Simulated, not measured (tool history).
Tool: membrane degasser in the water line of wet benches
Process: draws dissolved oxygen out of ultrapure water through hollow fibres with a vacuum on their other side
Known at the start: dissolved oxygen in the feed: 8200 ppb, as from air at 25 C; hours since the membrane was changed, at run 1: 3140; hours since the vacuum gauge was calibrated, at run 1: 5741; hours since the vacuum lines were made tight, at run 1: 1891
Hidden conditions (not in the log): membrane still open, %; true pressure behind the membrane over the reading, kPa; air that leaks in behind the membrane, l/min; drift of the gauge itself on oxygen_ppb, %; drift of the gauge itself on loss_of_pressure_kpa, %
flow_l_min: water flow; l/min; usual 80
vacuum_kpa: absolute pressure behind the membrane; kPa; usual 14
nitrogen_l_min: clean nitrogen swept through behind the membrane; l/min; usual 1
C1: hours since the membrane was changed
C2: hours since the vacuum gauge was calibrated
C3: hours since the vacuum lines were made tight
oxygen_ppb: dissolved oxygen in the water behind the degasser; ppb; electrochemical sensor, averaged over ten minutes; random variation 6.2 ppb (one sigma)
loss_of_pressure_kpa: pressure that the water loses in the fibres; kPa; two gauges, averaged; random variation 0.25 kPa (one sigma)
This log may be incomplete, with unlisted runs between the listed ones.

{"run": 1, "hour": 0.0, "flow_l_min": 80, "vacuum_kpa": 14, "nitrogen_l_min": 1, "C1": 3140, "C2": 5741, "C3": 1891, "oxygen_ppb": 1496.9, "loss_of_pressure_kpa": 68.66}
{"run": 2, "hour": 129.1, "flow_l_min": 80, "vacuum_kpa": 14, "nitrogen_l_min": 1, "C1": 3269, "C2": 5870, "C3": 2020, "oxygen_ppb": 1502.1, "loss_of_pressure_kpa": 68.22}
{"run": 3, "hour": 268.7, "flow_l_min": 80, "vacuum_kpa": 14, "nitrogen_l_min": 1, "C1": 3408, "C2": 6010, "C3": 2159, "oxygen_ppb": 1499.1, "loss_of_pressure_kpa": 68.3}
{"run": 4, "hour": 399.3, "flow_l_min": 80, "vacuum_kpa": 14, "nitrogen_l_min": 1, "C1": 3539, "C2": 6140, "C3": 2290, "oxygen_ppb": 1484.9, "loss_of_pressure_kpa": 68.19}
{"run": 5, "hour": 547.3, "flow_l_min": 80, "vacuum_kpa": 14, "nitrogen_l_min": 1, "C1": 3687, "C2": 6288, "C3": 2438, "oxygen_ppb": 1495.3, "loss_of_pressure_kpa": 68.43}
{"run": 6, "hour": 618.9, "flow_l_min": 80, "vacuum_kpa": 14, "nitrogen_l_min": 1, "C1": 3758, "C2": 6360, "C3": 2510, "oxygen_ppb": 1505, "loss_of_pressure_kpa": 68.42}
{"run": 7, "hour": 725.0, "flow_l_min": 80, "vacuum_kpa": 14, "nitrogen_l_min": 1, "C1": 3865, "C2": 6466, "C3": 2616, "oxygen_ppb": 1506.2, "loss_of_pressure_kpa": 68.83}
{"run": 8, "hour": 834.9, "flow_l_min": 80, "vacuum_kpa": 14, "nitrogen_l_min": 1, "C1": 3974, "C2": 6576, "C3": 2726, "oxygen_ppb": 1505.1, "loss_of_pressure_kpa": 68.44}
{"run": 9, "hour": 960.4, "flow_l_min": 80, "vacuum_kpa": 14, "nitrogen_l_min": 1, "C1": 4100, "C2": 6701, "C3": 2851, "oxygen_ppb": 1497, "loss_of_pressure_kpa": 68.94}
{"run": 10, "hour": 1082.5, "flow_l_min": 60, "vacuum_kpa": 14, "nitrogen_l_min": 1, "C1": 4222, "C2": 6823, "C3": 2973, "oxygen_ppb": 1215.7, "loss_of_pressure_kpa": 51.89}
{"run": 11, "hour": 1226.8, "flow_l_min": 60, "vacuum_kpa": 14, "nitrogen_l_min": 1, "C1": 4366, "C2": 6968, "C3": 3117, "oxygen_ppb": 1222.5, "loss_of_pressure_kpa": 51.55}
{"run": 12, "hour": 1342.0, "flow_l_min": 60, "vacuum_kpa": 14, "nitrogen_l_min": 1, "C1": 4481, "C2": 7083, "C3": 3233, "oxygen_ppb": 1232.3, "loss_of_pressure_kpa": 51.64}
{"run": 13, "hour": 1441.0, "flow_l_min": 80, "vacuum_kpa": 14, "nitrogen_l_min": 1, "C1": 4581, "C2": 7182, "C3": 3332, "oxygen_ppb": 1518.1, "loss_of_pressure_kpa": 69.46}
{"run": 14, "hour": 1573.4, "flow_l_min": 80, "vacuum_kpa": 14, "nitrogen_l_min": 1, "C1": 4713, "C2": 7314, "C3": 3464, "oxygen_ppb": 1509.5, "loss_of_pressure_kpa": 69.35}
{"run": 15, "hour": 1648.1, "flow_l_min": 80, "vacuum_kpa": 14, "nitrogen_l_min": 1, "C1": 4788, "C2": 7389, "C3": 3539, "oxygen_ppb": 1513.4, "loss_of_pressure_kpa": 69.23}
{"run": 16, "hour": 1780.0, "flow_l_min": 80, "vacuum_kpa": 14, "nitrogen_l_min": 1, "C1": 4920, "C2": 7521, "C3": 3671, "oxygen_ppb": 1511.4, "loss_of_pressure_kpa": 69.33}
{"run": 17, "hour": 1909.1, "flow_l_min": 102, "vacuum_kpa": 20.8, "nitrogen_l_min": 0.57, "C1": 5049, "C2": 7650, "C3": 3800, "oxygen_ppb": 3185.4, "loss_of_pressure_kpa": 88.02}
{"hour": 2048.0, "done": "vacuum gauge calibrated"}
{"run": 18, "hour": 2051.2, "flow_l_min": 90, "vacuum_kpa": 14, "nitrogen_l_min": 1, "C1": 5190, "C2": 3, "C3": 3941, "oxygen_ppb": 1548.8, "loss_of_pressure_kpa": 78.43}
{"run": 19, "hour": 2121.1, "flow_l_min": 90, "vacuum_kpa": 14, "nitrogen_l_min": 1, "C1": 5260, "C2": 73, "C3": 4011, "oxygen_ppb": 1556.8, "loss_of_pressure_kpa": 78.75}
{"run": 20, "hour": 2197.0, "flow_l_min": 90, "vacuum_kpa": 14, "nitrogen_l_min": 1, "C1": 5336, "C2": 149, "C3": 4087, "oxygen_ppb": 1571.2, "loss_of_pressure_kpa": 77.84}
{"run": 21, "hour": 2269.8, "flow_l_min": 90, "vacuum_kpa": 14, "nitrogen_l_min": 1, "C1": 5409, "C2": 222, "C3": 4160, "oxygen_ppb": 1582.9, "loss_of_pressure_kpa": 78.18}
{"run": 22, "hour": 2380.4, "flow_l_min": 90, "vacuum_kpa": 9.5, "nitrogen_l_min": 1, "C1": 5519, "C2": 332, "C3": 4271, "oxygen_ppb": 1060.5, "loss_of_pressure_kpa": 78.77}
{"run": 23, "hour": 2469.1, "flow_l_min": 97, "vacuum_kpa": 8.5, "nitrogen_l_min": 0.77, "C1": 5608, "C2": 421, "C3": 4359, "oxygen_ppb": 1118.8, "loss_of_pressure_kpa": 84.46}
{"run": 24, "hour": 2565.3, "flow_l_min": 86, "vacuum_kpa": 16.4, "nitrogen_l_min": 0.87, "C1": 5704, "C2": 517, "C3": 4455, "oxygen_ppb": 1888.4, "loss_of_pressure_kpa": 74.36}
{"run": 25, "hour": 2661.0, "flow_l_min": 86, "vacuum_kpa": 11.1, "nitrogen_l_min": 0.87, "C1": 5800, "C2": 613, "C3": 4551, "oxygen_ppb": 1301.8, "loss_of_pressure_kpa": 75.13}
{"run": 26, "hour": 2773.7, "flow_l_min": 67, "vacuum_kpa": 10.6, "nitrogen_l_min": 0.87, "C1": 5913, "C2": 726, "C3": 4664, "oxygen_ppb": 1028.5, "loss_of_pressure_kpa": 58.38}
{"run": 27, "hour": 2911.7, "flow_l_min": 65, "vacuum_kpa": 9.4, "nitrogen_l_min": 0.67, "C1": 6051, "C2": 864, "C3": 4802, "oxygen_ppb": 999.6, "loss_of_pressure_kpa": 56.83}
{"run": 28, "hour": 3000.4, "flow_l_min": 114, "vacuum_kpa": 9.4, "nitrogen_l_min": 1.61, "C1": 6139, "C2": 952, "C3": 4891, "oxygen_ppb": 1049, "loss_of_pressure_kpa": 100.02}
{"run": 29, "hour": 3100.6, "flow_l_min": 114, "vacuum_kpa": 9.4, "nitrogen_l_min": 1.61, "C1": 6240, "C2": 1053, "C3": 4991, "oxygen_ppb": 1049.9, "loss_of_pressure_kpa": 100.07}

Consider 5 possible next runs. They are alternatives, not a sequence: every one starts from the tool as it was left by run 29. What does each give?
{"run": "A", "hour": 3176.0, "flow_l_min": 80, "vacuum_kpa": 17, "nitrogen_l_min": 1, "C1": 6315, "C2": 1128, "C3": 5066, "oxygen_ppb": "?", "loss_of_pressure_kpa": "?"}
{"run": "B", "hour": 3176.0, "flow_l_min": 94, "vacuum_kpa": 19.5, "nitrogen_l_min": 0.89, "C1": 6315, "C2": 1128, "C3": 5066, "oxygen_ppb": "?", "loss_of_pressure_kpa": "?"}
{"run": "C", "hour": 3176.0, "flow_l_min": 114, "vacuum_kpa": 9.4, "nitrogen_l_min": 1.35, "C1": 6315, "C2": 1128, "C3": 5066, "oxygen_ppb": "?", "loss_of_pressure_kpa": "?"}
{"run": "D", "hour": 3176.0, "flow_l_min": 83, "vacuum_kpa": 14, "nitrogen_l_min": 1, "C1": 6315, "C2": 1128, "C3": 5066, "oxygen_ppb": "?", "loss_of_pressure_kpa": "?"}
{"run": "E", "hour": 3176.0, "flow_l_min": 114, "vacuum_kpa": 9.4, "nitrogen_l_min": 1.27, "C1": 6315, "C2": 1128, "C3": 5066, "oxygen_ppb": "?", "loss_of_pressure_kpa": "?"}

run=A oxygen_ppb=1739.4 loss_of_pressure_kpa=70.35
run=B oxygen_ppb=2322.2 loss_of_pressure_kpa=82.39
run=C oxygen_ppb=1130.5 loss_of_pressure_kpa=100.18
run=D oxygen_ppb=1504.6 loss_of_pressure_kpa=72.76
run=E oxygen_ppb=1167.8 loss_of_pressure_kpa=99.68
With no hidden state in the tool, these same runs would have given:
run=A oxygen_ppb=1707.4 loss_of_pressure_kpa=66.54
run=B oxygen_ppb=2291.4 loss_of_pressure_kpa=77.94
run=C oxygen_ppb=1071.4 loss_of_pressure_kpa=94.78
run=D oxygen_ppb=1467.7 loss_of_pressure_kpa=68.82
run=E oxygen_ppb=1108.6 loss_of_pressure_kpa=94.3
